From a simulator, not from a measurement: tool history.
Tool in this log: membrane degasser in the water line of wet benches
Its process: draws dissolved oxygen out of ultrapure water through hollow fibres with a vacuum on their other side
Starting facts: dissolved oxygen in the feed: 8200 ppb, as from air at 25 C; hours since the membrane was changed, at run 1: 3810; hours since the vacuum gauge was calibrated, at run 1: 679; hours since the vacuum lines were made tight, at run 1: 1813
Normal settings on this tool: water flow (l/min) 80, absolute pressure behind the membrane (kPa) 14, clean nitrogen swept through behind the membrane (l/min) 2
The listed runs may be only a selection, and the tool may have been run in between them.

run,hour,water flow (l/min),absolute pressure behind the membrane (kPa),clean nitrogen swept through behind the membrane (l/min),hours since the membrane was changed,hours since the vacuum gauge was calibrated,hours since the vacuum lines were made tight,dissolved oxygen in the water behind the degasser (ppb),pressure that the water loses in the fibres (kPa)
1,0,80,14,2,3810,679,1813,808.4,29.15
2,68.1,92,14,2,3878,747,1881,897.1,33.15
3,116.7,92,14,2,3926,796,1929,892.5,33.24
4,194.4,92,14,2,4004,874,2007,902.9,33.18
5,288,92,14,2,4098,967,2101,900.9,33.41
6,383.4,80,14,2,4193,1063,2196,810.2,29.05
7,456.6,80,14,2,4266,1136,2269,812.8,28.91
8,513.5,80,14,2,4323,1193,2326,815.1,28.73
9,560.6,80,14,2,4370,1240,2373,815.8,28.87
10,654.5,80,14,2,4464,1334,2467,815.6,29.28
11,704,80,23.5,2,4514,1383,2517,1411.3,28.9
12,789,71,23.5,2,4599,1468,2602,1294.4,25.79
# hour 878.1: seals of the vacuum lines changed
13,880,80,14,2,4688,1557,2,822.2,29.13
14,942.7,80,21.5,2,4750,1620,65,1292.1,29.41
15,1019.6,80,14,4.82,4827,1697,141,406.5,28.71
16,1110.7,80,13.5,4.82,4918,1788,233,385.8,29.22
17,1195,72,14,5.34,5003,1872,317,336.3,26.07
18,1237.4,77,17.5,1.73,5045,1915,359,1126.7,27.96
19,1302.7,84,14,3.3,5110,1980,425,573.8,30.4
20,1392.8,108,14,3.3,5200,2070,515,718.3,39.27
21,1482.3,61,14.3,1.6,5290,2159,604,808.1,22.37
22,1553.8,114,31.6,1.25,5361,2231,676,3037.8,41.62
23,1627.5,80,14,1.47,5435,2305,749,1026.6,29.21
24,1730.7,80,14,1.47,5538,2408,853,1024.2,29.13
25,1832.5,80,11.3,1.47,5640,2510,954,800.6,29.29
26,1883.1,91,14.5,2.27,5691,2560,1005,860.8,33.51
27,1957.8,80,16.3,2.1,5765,2635,1080,943.5,29.49
28,2010.4,80,16.3,2.1,5818,2688,1132,944.9,29.13
29,2054.7,80,16.3,2.1,5862,2732,1177,943.7,29.73
30,2100.2,80,16.3,2.1,5908,2777,1222,943.8,29.42
31,2185.7,92,28.2,2.17,5993,2863,1308,1756.3,34.26
32,2268.2,92,28.2,2.17,6076,2945,1390,1757.7,33.92

Each row is a separate what-if for the run after 32, all from the same tool condition, not one after another. Results?
A,2317.5,82,24.4,0.9,6125,2995,1439,?,?
B,2317.5,64,28.2,2.17,6125,2995,1439,?,?
C,2317.5,72,28.2,2.91,6125,2995,1439,?,?

run,dissolved oxygen in the water behind the degasser (ppb),pressure that the water loses in the fibres (kPa)
A,2474.2,30.16
B,1364.5,23.51
C,1191.4,26.62
Take away the tool's hidden state, keep each run's random variation, and the runs would have read:
run,dissolved oxygen in the water behind the degasser (ppb),pressure that the water loses in the fibres (kPa)
A,2443.2,28.12
B,1346.1,21.92
C,1174.4,24.84

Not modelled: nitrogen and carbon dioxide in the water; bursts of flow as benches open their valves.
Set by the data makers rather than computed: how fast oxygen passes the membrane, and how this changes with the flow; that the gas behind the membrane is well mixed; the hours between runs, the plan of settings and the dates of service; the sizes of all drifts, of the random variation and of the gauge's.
